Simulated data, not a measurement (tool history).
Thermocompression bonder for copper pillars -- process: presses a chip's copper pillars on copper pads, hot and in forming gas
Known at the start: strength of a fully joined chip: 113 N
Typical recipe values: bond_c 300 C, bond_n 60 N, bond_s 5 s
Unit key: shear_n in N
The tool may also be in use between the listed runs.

{"run": 1, "day": 0.0, "bond_c": 300, "bond_n": 60, "bond_s": 5, "shear_n": 46.2}
{"run": 2, "day": 1.154, "bond_c": 300, "bond_n": 60, "bond_s": 5, "shear_n": 46.6}
{"run": 3, "day": 2.421, "bond_c": 300, "bond_n": 60, "bond_s": 5, "shear_n": 46.3}
{"run": 4, "day": 3.117, "bond_c": 300, "bond_n": 60, "bond_s": 5, "shear_n": 46.4}
{"day": 3.6, "done": "heater calibrated with a thermocouple chip"}
{"run": 5, "day": 4.254, "bond_c": 300, "bond_n": 60, "bond_s": 5, "shear_n": 46.4}
{"run": 6, "day": 5.371, "bond_c": 300, "bond_n": 60, "bond_s": 5, "shear_n": 46.7}
{"run": 7, "day": 6.621, "bond_c": 306, "bond_n": 40, "bond_s": 10, "shear_n": 46.6}
{"run": 8, "day": 7.65, "bond_c": 306, "bond_n": 40, "bond_s": 10, "shear_n": 46.9}
{"run": 9, "day": 8.321, "bond_c": 275, "bond_n": 40, "bond_s": 10, "shear_n": 35.3}
{"run": 10, "day": 9.458, "bond_c": 275, "bond_n": 40, "bond_s": 10, "shear_n": 35.7}
{"run": 11, "day": 10.508, "bond_c": 300, "bond_n": 60, "bond_s": 5, "shear_n": 46.9}
{"run": 12, "day": 11.529, "bond_c": 300, "bond_n": 60, "bond_s": 5, "shear_n": 46.4}

Branching from run 12: 5 alternative next runs. What would each branch give?
{"run": "A", "day": 12.229, "bond_c": 288, "bond_n": 90, "bond_s": 5, "shear_n": "?"}
{"run": "B", "day": 12.229, "bond_c": 284, "bond_n": 60, "bond_s": 5, "shear_n": "?"}
{"run": "C", "day": 12.229, "bond_c": 280, "bond_n": 58, "bond_s": 9, "shear_n": "?"}
{"run": "D", "day": 12.229, "bond_c": 300, "bond_n": 43, "bond_s": 5, "shear_n": "?"}
{"run": "E", "day": 12.229, "bond_c": 275, "bond_n": 49, "bond_s": 4, "shear_n": "?"}

run=A shear_n=57.1
run=B shear_n=41.0
run=C shear_n=48.3
run=D shear_n=36.0
run=E shear_n=28.9
Take away the tool's hidden state, keep each run's random variation, and the runs would have read:
run=A shear_n=56.4
run=B shear_n=40.5
run=C shear_n=47.8
run=D shear_n=35.5
run=E shear_n=28.6

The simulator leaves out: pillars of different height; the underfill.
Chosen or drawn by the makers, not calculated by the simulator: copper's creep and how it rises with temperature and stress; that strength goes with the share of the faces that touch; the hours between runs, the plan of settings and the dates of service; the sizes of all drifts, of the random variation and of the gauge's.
